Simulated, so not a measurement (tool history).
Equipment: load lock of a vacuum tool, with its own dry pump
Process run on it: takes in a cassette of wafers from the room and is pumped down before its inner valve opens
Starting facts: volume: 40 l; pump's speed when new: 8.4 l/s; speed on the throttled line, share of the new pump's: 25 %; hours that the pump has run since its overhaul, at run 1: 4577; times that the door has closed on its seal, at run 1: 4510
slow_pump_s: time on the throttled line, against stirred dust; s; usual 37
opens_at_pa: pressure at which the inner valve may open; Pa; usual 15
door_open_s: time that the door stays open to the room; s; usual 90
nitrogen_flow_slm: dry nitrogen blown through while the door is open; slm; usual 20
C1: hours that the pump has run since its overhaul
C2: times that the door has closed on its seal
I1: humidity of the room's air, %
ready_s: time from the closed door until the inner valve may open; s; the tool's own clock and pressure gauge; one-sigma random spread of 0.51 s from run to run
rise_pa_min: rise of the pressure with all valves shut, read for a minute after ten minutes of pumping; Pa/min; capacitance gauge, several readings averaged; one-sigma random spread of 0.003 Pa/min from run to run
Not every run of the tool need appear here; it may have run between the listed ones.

{"run": 1, "hour": 0.0, "slow_pump_s": 37, "opens_at_pa": 15, "door_open_s": 90, "nitrogen_flow_slm": 20, "C1": 4577, "C2": 4510, "I1": 44.7, "ready_s": 73.3, "rise_pa_min": 0.034}
{"run": 2, "hour": 53.3, "slow_pump_s": 37, "opens_at_pa": 15, "door_open_s": 90, "nitrogen_flow_slm": 20, "C1": 4630, "C2": 4594, "I1": 47.1, "ready_s": 74.5, "rise_pa_min": 0.031}
{"run": 3, "hour": 126.4, "slow_pump_s": 37, "opens_at_pa": 15, "door_open_s": 90, "nitrogen_flow_slm": 20, "C1": 4703, "C2": 4710, "I1": 47.4, "ready_s": 73.6, "rise_pa_min": 0.037}
{"run": 4, "hour": 194.4, "slow_pump_s": 60, "opens_at_pa": 15, "door_open_s": 90, "nitrogen_flow_slm": 20, "C1": 4771, "C2": 4818, "I1": 44.2, "ready_s": 90.5, "rise_pa_min": 0.037}
{"run": 5, "hour": 252.5, "slow_pump_s": 37, "opens_at_pa": 15, "door_open_s": 90, "nitrogen_flow_slm": 14, "C1": 4829, "C2": 4910, "I1": 43.2, "ready_s": 74.2, "rise_pa_min": 0.041}
{"run": 6, "hour": 316.3, "slow_pump_s": 37, "opens_at_pa": 15, "door_open_s": 90, "nitrogen_flow_slm": 14, "C1": 4893, "C2": 5011, "I1": 45.3, "ready_s": 73.3, "rise_pa_min": 0.042}
{"run": 7, "hour": 375.9, "slow_pump_s": 37, "opens_at_pa": 15, "door_open_s": 90, "nitrogen_flow_slm": 14, "C1": 4953, "C2": 5106, "I1": 46.4, "ready_s": 73.8, "rise_pa_min": 0.043}
{"run": 8, "hour": 423.3, "slow_pump_s": 59, "opens_at_pa": 15, "door_open_s": 90, "nitrogen_flow_slm": 20, "C1": 5000, "C2": 5181, "I1": 46.0, "ready_s": 89.1, "rise_pa_min": 0.036}
{"run": 9, "hour": 468.4, "slow_pump_s": 37, "opens_at_pa": 15, "door_open_s": 90, "nitrogen_flow_slm": 29, "C1": 5045, "C2": 5252, "I1": 45.1, "ready_s": 74.8, "rise_pa_min": 0.038}
{"run": 10, "hour": 514.0, "slow_pump_s": 37, "opens_at_pa": 15, "door_open_s": 90, "nitrogen_flow_slm": 29, "C1": 5091, "C2": 5325, "I1": 46.4, "ready_s": 73.8, "rise_pa_min": 0.037}
{"run": 11, "hour": 604.0, "slow_pump_s": 37, "opens_at_pa": 15, "door_open_s": 90, "nitrogen_flow_slm": 29, "C1": 5181, "C2": 5468, "I1": 46.5, "ready_s": 74.8, "rise_pa_min": 0.031}
{"run": 12, "hour": 695.6, "slow_pump_s": 38, "opens_at_pa": 22, "door_open_s": 90, "nitrogen_flow_slm": 29, "C1": 5272, "C2": 5613, "I1": 45.3, "ready_s": 72.8, "rise_pa_min": 0.029}
{"run": 13, "hour": 756.0, "slow_pump_s": 37, "opens_at_pa": 11, "door_open_s": 90, "nitrogen_flow_slm": 21, "C1": 5333, "C2": 5709, "I1": 47.6, "ready_s": 76.1, "rise_pa_min": 0.037}
{"run": 14, "hour": 824.2, "slow_pump_s": 37, "opens_at_pa": 11, "door_open_s": 90, "nitrogen_flow_slm": 21, "C1": 5401, "C2": 5817, "I1": 45.1, "ready_s": 76.2, "rise_pa_min": 0.037}
{"run": 15, "hour": 902.6, "slow_pump_s": 37, "opens_at_pa": 11, "door_open_s": 90, "nitrogen_flow_slm": 21, "C1": 5479, "C2": 5941, "I1": 43.5, "ready_s": 77.2, "rise_pa_min": 0.032}
{"run": 16, "hour": 957.1, "slow_pump_s": 21, "opens_at_pa": 27, "door_open_s": 70, "nitrogen_flow_slm": 25, "C1": 5534, "C2": 6027, "I1": 46.0, "ready_s": 60.2, "rise_pa_min": 0.034}
{"run": 17, "hour": 1002.5, "slow_pump_s": 22, "opens_at_pa": 15, "door_open_s": 176, "nitrogen_flow_slm": 20, "C1": 5579, "C2": 6099, "I1": 45.6, "ready_s": 64.6, "rise_pa_min": 0.046}
{"run": 18, "hour": 1086.2, "slow_pump_s": 46, "opens_at_pa": 15, "door_open_s": 90, "nitrogen_flow_slm": 20, "C1": 5663, "C2": 6232, "I1": 47.6, "ready_s": 81.1, "rise_pa_min": 0.042}

The next listed run, before its measurement:
{"run": 19, "hour": 1172.6, "slow_pump_s": 46, "opens_at_pa": 15, "door_open_s": 90, "nitrogen_flow_slm": 20, "C1": 5749, "C2": 6369, "I1": 44.2, "ready_s": "?", "rise_pa_min": "?"}

{"run 19": {"ready_s": 82.2, "rise_pa_min": 0.042}}
With the hidden condition absent and the run-to-run variation left alone, this run would have shown ready_s 77.2 s, rise_pa_min 0.021 Pa/min.
